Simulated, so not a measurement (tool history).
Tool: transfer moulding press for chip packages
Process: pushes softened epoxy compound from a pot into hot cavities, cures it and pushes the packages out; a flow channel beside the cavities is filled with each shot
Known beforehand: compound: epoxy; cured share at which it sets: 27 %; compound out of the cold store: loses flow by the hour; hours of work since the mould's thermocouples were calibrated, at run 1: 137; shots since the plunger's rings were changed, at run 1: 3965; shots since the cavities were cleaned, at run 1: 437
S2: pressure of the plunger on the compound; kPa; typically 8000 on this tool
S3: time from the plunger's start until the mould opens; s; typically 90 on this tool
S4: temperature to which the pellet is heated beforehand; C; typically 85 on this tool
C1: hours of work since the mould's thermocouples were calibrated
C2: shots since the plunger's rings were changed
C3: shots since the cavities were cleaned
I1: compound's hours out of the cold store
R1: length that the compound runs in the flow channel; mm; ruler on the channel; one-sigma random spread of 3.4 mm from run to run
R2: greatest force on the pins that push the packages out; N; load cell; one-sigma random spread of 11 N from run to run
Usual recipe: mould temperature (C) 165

Run 1, hour 0: usual settings; C1 137; C2 3965; C3 437; I1 21. Result: R1 718 mm, R2 748 N.
Run 2, hour 16.1: usual settings but S3 87 s; C1 150; C2 4224; C3 696; I1 36.9. Result: R1 675 mm, R2 868 N.
At hour 33: cavities cleaned with cleaning compound and waxed.
Run 3, hour 33: usual settings but S3 87 s; C1 162; C2 4472; C3 0; I1 26.3. Result: R1 699 mm, R2 577 N.
Run 4, hour 45.5: usual settings but S3 87 s; C1 172; C2 4673; C3 201; I1 31.8. Result: R1 687 mm, R2 684 N.
Run 5, hour 62.3: usual settings but S2 9780 kPa, S3 87 s; C1 185; C2 4942; C3 470; I1 47.3. Result: R1 723 mm, R2 736 N.
Run 6, hour 71.5: usual settings but S3 124 s; C1 192; C2 5091; C3 619; I1 30.2. Result: R1 689 mm, R2 603 N.
At hour 83.8: plunger's sealing rings changed.
Run 7, hour 86.1: usual settings but S4 84 C; C1 202; C2 37; C3 813; I1 22. Result: R1 753 mm, R2 861 N.
At hour 95.7: cavities cleaned with cleaning compound and waxed.
Run 8, hour 105.4: usual settings but S4 84 C; C1 216; C2 323; C3 157; I1 37.4. Result: R1 715 mm, R2 605 N.
Run 9, hour 113.4: usual settings but S4 84 C; C1 222; C2 451; C3 285; I1 12.6. Result: R1 768 mm, R2 700 N.
Run 10, hour 121.6: usual settings; C1 229; C2 584; C3 418; I1 20.7. Result: R1 753 mm, R2 705 N.
Run 11, hour 134.8: usual settings; C1 239; C2 795; C3 629; I1 37.2. Result: R1 713 mm, R2 781 N.
Run 12, hour 151.2: usual settings; C1 252; C2 1059; C3 893; I1 38.9. Result: R1 701 mm, R2 811 N.
At hour 156.7: cavities cleaned with cleaning compound and waxed.
Run 13, hour 168: usual settings; C1 264; C2 1304; C3 181; I1 38.5. Result: R1 708 mm, R2 650 N.
Run 14, hour 183.5: usual settings; C1 276; C2 1555; C3 432; I1 25.2. Result: R1 730 mm, R2 732 N.
Run 15, hour 196.1: usual settings; C1 286; C2 1756; C3 633; I1 15.5. Result: R1 752 mm, R2 818 N.
Run 16, hour 213.5: usual settings but mould temperature (C) 163, S2 6630 kPa; C1 300; C2 2036; C3 913; I1 31.8. Result: R1 652 mm, R2 976 N.
At hour 217.5: cavities cleaned with cleaning compound and waxed.
Run 17, hour 229.2: usual settings but mould temperature (C) 163, S2 6630 kPa; C1 311; C2 2264; C3 187; I1 10.2. Result: R1 695 mm, R2 745 N.
Run 18, hour 237.6: usual settings but mould temperature (C) 163, S2 6630 kPa; C1 318; C2 2400; C3 323; I1 37.8. Result: R1 633 mm, R2 784 N.
Run 19, hour 255: usual settings but S3 129 s; C1 332; C2 2680; C3 603; I1 34.1. Result: R1 695 mm, R2 599 N.
Run 20, hour 269.7: usual settings but S3 129 s; C1 343; C2 2915; C3 838; I1 43. Result: R1 680 mm, R2 648 N.
At hour 272.8: mould's thermocouples calibrated.
At hour 280.3: cavities cleaned with cleaning compound and waxed.
Run 21, hour 284: usual settings but mould temperature (C) 166, S3 129 s; C1 8; C2 3089; C3 60; I1 14. Result: R1 741 mm, R2 428 N.
Run 22, hour 294.9: usual settings but mould temperature (C) 169, S2 6620 kPa, S3 129 s; C1 16; C2 3265; C3 236; I1 45.7. Result: R1 608 mm, R2 504 N.
Run 23, hour 303.3: usual settings but mould temperature (C) 162, S3 115 s; C1 23; C2 3399; C3 370; I1 35.4. Result: R1 703 mm, R2 601 N.
At hour 315.6: mould's thermocouples calibrated, once more.
Run 24, hour 321.9: usual settings but mould temperature (C) 158, S2 9770 kPa, S3 107 s, S4 86 C; C1 5; C2 3667; C3 638; I1 12.4. Result: R1 825 mm, R2 857 N.
Run 25, hour 329.4: usual settings but mould temperature (C) 158, S2 9770 kPa, S3 107 s, S4 86 C; C1 11; C2 3786; C3 757; I1 39.5. Result: R1 758 mm, R2 872 N.
At hour 343.6: cavities cleaned with cleaning compound and waxed.
Run 26, hour 346.4: usual settings but mould temperature (C) 158, S2 7620 kPa, S3 87 s, S4 86 C; C1 23; C2 4037; C3 46; I1 12.9. Result: R1 726 mm, R2 919 N.
Run 27, hour 359.5: usual settings but S2 9120 kPa; C1 34; C2 4247; C3 256; I1 45.4. Result: R1 706 mm, R2 615 N.
Run 28, hour 370: usual settings but mould temperature (C) 158, S2 8870 kPa, S4 83 C; C1 42; C2 4416; C3 425; I1 45.8. Result: R1 709 mm, R2 1066 N.
Run 29, hour 378: usual settings but mould temperature (C) 158, S2 8870 kPa, S4 83 C; C1 48; C2 4544; C3 553; I1 45.2. Result: R1 709 mm, R2 1096 N.

Selected run-to-run steps in R1, each split into two signed amounts: the part the tool would show with no hidden state at all (from settings, incoming material and random variation), and the remainder, which goes to the hidden state together with any gauge scatter not common to the measured and the hidden-state-free results:
What the log doesn't record here: true mould temperature over the reading, C; pressure that reaches the compound, % of what is set; grip of the stained cavities, % over clean ones'; drift of the gauge itself on flow_mm, %; drift of the gauge itself on push_out_n, %.
Run 6 -> 7: S3 124 -> 90, S4 85 -> 84, plunger's sealing rings changed. R1 +64 mm: hidden state +46, all else +18.
Run 21 -> 22: mould temperature (C) 166 -> 169, S2 8000 -> 6620. R1 -133 mm: hidden state +4, all else -137.
Run 23 -> 24: mould temperature (C) 162 -> 158, S2 8000 -> 9770, S3 115 -> 107, S4 85 -> 86, mould's thermocouples calibrated, once more. R1 +122 mm: hidden state -13, all else +135.
